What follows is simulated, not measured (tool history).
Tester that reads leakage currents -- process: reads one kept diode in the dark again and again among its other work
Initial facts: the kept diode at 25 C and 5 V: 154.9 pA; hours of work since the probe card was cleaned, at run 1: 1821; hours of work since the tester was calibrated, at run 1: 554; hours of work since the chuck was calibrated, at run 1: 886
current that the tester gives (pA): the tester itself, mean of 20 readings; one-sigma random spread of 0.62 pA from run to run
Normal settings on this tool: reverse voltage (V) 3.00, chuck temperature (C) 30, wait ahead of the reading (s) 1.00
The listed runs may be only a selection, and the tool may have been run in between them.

| run | hour | reverse voltage (V) | chuck temperature (C) | wait ahead of the reading (s) | hours of work since the probe card was cleaned | hours of work since the tester was calibrated | hours of work since the chuck was calibrated | current that the tester gives (pA) |
|---|---|---|---|---|---|---|---|---|
| 1 | 0.0 | 3.00 | 30 | 1.00 | 1821 | 554 | 886 | 194.98 |
| 2 | 77.8 | 3.00 | 30 | 1.84 | 1855 | 588 | 920 | 195.43 |
| 3 | 150.3 | 3.00 | 30 | 1.84 | 1887 | 620 | 952 | 194.45 |
| 4 | 225.5 | 3.00 | 30 | 1.84 | 1920 | 653 | 985 | 194.55 |
| 5 | 339.0 | 3.00 | 30 | 1.84 | 1970 | 703 | 1035 | 194.37 |
| 6 | 392.6 | 3.00 | 30 | 1.84 | 1994 | 726 | 1058 | 193.76 |
| 7 | 480.6 | 3.00 | 30 | 1.84 | 2033 | 765 | 1097 | 193.81 |
| 8 | 590.9 | 3.00 | 30 | 1.84 | 2081 | 814 | 1145 | 192.52 |
| 9 | 647.3 | 3.00 | 30 | 1.84 | 2106 | 839 | 1170 | 192.89 |
| 10 | 711.4 | 3.00 | 30 | 1.84 | 2134 | 867 | 1198 | 191.82 |
| 11 | 785.1 | 3.00 | 30 | 1.84 | 2167 | 899 | 1231 | 191.35 |
| 12 | 849.0 | 3.00 | 30 | 1.84 | 2195 | 927 | 1259 | 191.95 |
| 13 | 934.2 | 3.00 | 30 | 1.84 | 2232 | 965 | 1296 | 191.24 |
| 14 | 989.0 | 3.00 | 30 | 0.33 | 2256 | 989 | 1321 | 190.89 |
| 15 | 1053.0 | 3.00 | 30 | 0.33 | 2284 | 1017 | 1349 | 190.07 |
| 16 | 1130.6 | 3.00 | 30 | 0.33 | 2319 | 1051 | 1383 | 190.81 |
| 17 | 1222.5 | 1.51 | 30 | 0.33 | 2359 | 1092 | 1423 | 151.80 |
| 18 | 1302.7 | 1.76 | 30 | 1.00 | 2394 | 1127 | 1459 | 158.86 |
| 19 | 1384.2 | 1.76 | 30 | 1.00 | 2430 | 1163 | 1494 | 157.96 |
| 20 | 1479.4 | 1.76 | 30 | 1.00 | 2472 | 1205 | 1536 | 158.57 |
| 21 | 1544.3 | 1.76 | 30 | 1.00 | 2501 | 1233 | 1565 | 158.07 |
| 22 | 1610.5 | 1.76 | 30 | 1.00 | 2530 | 1262 | 1594 | 156.65 |
| 23 | 1724.3 | 1.76 | 30 | 1.00 | 2580 | 1312 | 1644 | 156.15 |
| 24 | 1802.9 | 3.00 | 25 | 1.26 | 2614 | 1347 | 1679 | 120.78 |
| 25 | 1862.2 | 1.48 | 34 | 1.00 | 2640 | 1373 | 1705 | 208.16 |
| 26 | 1973.0 | 11.39 | 21 | 4.55 | 2689 | 1422 | 1754 | 138.90 |
| 27 | 2059.2 | 3.00 | 44 | 1.00 | 2727 | 1460 | 1791 | 596.40 |
|  | 2068.1 | tester calibrated |
| 28 | 2117.2 | 2.56 | 30 | 0.35 | 2752 | 22 | 1816 | 176.39 |
| 29 | 2186.3 | 1.94 | 22 | 9.31 | 2782 | 52 | 1846 | 79.22 |
| 30 | 2258.8 | 8.16 | 27 | 0.49 | 2814 | 84 | 1878 | 204.03 |
| 31 | 2313.3 | 1.48 | 44 | 0.32 | 2838 | 108 | 1902 | 474.84 |
| 32 | 2418.8 | 1.48 | 44 | 0.32 | 2884 | 154 | 1949 | 470.37 |
| 33 | 2479.5 | 4.04 | 35 | 3.13 | 2911 | 181 | 1975 | 314.10 |
|  | 2532.6 | tester calibrated, once more |
| 34 | 2574.7 | 2.69 | 25 | 0.62 | 2952 | 18 | 2016 | 113.11 |
| 35 | 2685.5 | 2.69 | 25 | 0.62 | 3001 | 67 | 2065 | 113.04 |
| 36 | 2790.8 | 1.18 | 48 | 1.00 | 3047 | 114 | 2112 | 589.81 |
| 37 | 2897.4 | 6.07 | 30 | 1.00 | 3094 | 160 | 2158 | 229.54 |
| 38 | 2986.9 | 18.15 | 53 | 1.00 | 3133 | 200 | 2198 | 2105.14 |
|  | 3016.1 | chuck's temperature calibrated |
| 39 | 3083.4 | 18.15 | 53 | 1.00 | 3175 | 241 | 30 | 2378.99 |

Forecast each of these 4 alternatives for the next run:
| A | 3160.9 | 1.89 | 43 | 0.63 | 3209 | 276 | 64 | ? |
| B | 3160.9 | 2.94 | 32 | 0.51 | 3209 | 276 | 64 | ? |
| C | 3160.9 | 18.15 | 50 | 2.95 | 3209 | 276 | 64 | ? |
| D | 3160.9 | 6.74 | 30 | 2.78 | 3209 | 276 | 64 | ? |

| run | current that the tester gives (pA) |
|---|---|
| A | 520.96 |
| B | 243.50 |
| C | 1902.64 |
| D | 272.77 |
Without the tool's hidden state the same runs would have given:
| run | current that the tester gives (pA) |
|---|---|
| A | 526.14 |
| B | 242.79 |
| C | 1901.09 |
| D | 266.26 |
